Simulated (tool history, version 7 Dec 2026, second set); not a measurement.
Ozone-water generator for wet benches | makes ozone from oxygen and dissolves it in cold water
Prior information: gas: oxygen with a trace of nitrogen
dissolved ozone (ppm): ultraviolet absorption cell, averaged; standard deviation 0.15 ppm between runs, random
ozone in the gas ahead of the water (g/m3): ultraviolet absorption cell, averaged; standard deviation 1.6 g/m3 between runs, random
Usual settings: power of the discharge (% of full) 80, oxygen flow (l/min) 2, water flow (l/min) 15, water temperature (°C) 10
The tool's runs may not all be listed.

run    hour  power of the discharge (% of full)  oxygen flow (l/min)  water flow (l/min)  water temperature (°C)  dissolved ozone (ppm)  ozone in the gas ahead of the water (g/m3)
  1       0                                  80                    2                  15                      10                   18.6                                       286.4
  2    51.1                                  80                    2                  15                      10                   18.3                                         284
  3   117.5                                  80                    2                  15                      10                   18.1                                       282.9
  4   183.9                                  80                    2                  15                      10                     18                                       281.1
  5   225.6                                  80                 2.52                  15                      10                   19.1                                       249.6
  6   290.1                                  80                 2.52                  17                      10                   16.8                                       248.7
  7   351.2                                  80                 2.52                  17                      10                   16.6                                       249.8
  8   393.3                                  80                 2.52                  16                      10                   17.7                                       250.4
  9   430.9                                  80                    2                  15                       8                   18.1                                         278
      437.5  -- water thermometer calibrated
 10   496.9                                  80                    2                  15                       8                   18.3                                       280.6
 11   557.1                                  80                    2                  15                       8                   18.3                                       283.6
 12   624.5                                  80                    2                  15                       8                   18.3                                       280.3
 13   688.6                                  80                    2                  11                      10                   24.5                                       279.6
 14   729.9                                  80                 2.03                  15                      10                   17.8                                         274
      749.6  -- water thermometer calibrated, once more
 15     787                                  80                 2.03                  15                      10                   17.9                                       279.7
 16   852.3                                  80                 3.15                  15                       8                   19.9                                       221.1
 17   892.3                                  79                    2                  21                      10                   12.2                                       275.3
 18   944.6                                  49                 1.07                   9                      11                   18.2                                       275.6
 19  1019.2                                  49                 1.07                   9                      11                   18.2                                       275.7
 20  1073.1                                  98                 1.33                   9                      11                   30.7                                       396.7
 21  1141.9                                  80                 3.57                  18                      10                   16.5                                       206.4
 22  1179.9                                  77                 1.54                  15                      10                     16                                       310.7
 23  1232.9                                  80                  3.1                  19                      10                   15.3                                       219.3
 24  1294.3                                  80                    2                  19                      10                   13.6                                       278.6
 25  1360.6                                  80                 1.05                  19                      10                     11                                       387.9
 26  1419.3                                  80                 1.05                  19                      10                   11.2                                       390.7
 27  1482.5                                  58                 2.68                  10                       9                   21.5                                       189.2

3 options for the next run, each taken on its own from the tool as it stands now. Forecast them:
  A  1518.1                                  60                    3                  15                      15                      ?                                           ?
  B  1518.1                                  80                    2                  13                      10                      ?                                           ?
  C  1518.1                                  58                 1.32                  10                       9                      ?                                           ?

run  dissolved ozone (ppm)  ozone in the gas ahead of the water (g/m3)
  A                   14.7                                       181.1
  B                   20.2                                       275.9
  C                   19.5                                       274.3
Take away the tool's hidden state, keep each run's random variation, and the runs would have read:
run  dissolved ozone (ppm)  ozone in the gas ahead of the water (g/m3)
  A                   15.9                                         193
  B                   22.1                                       298.3
  C                     21                                       291.8
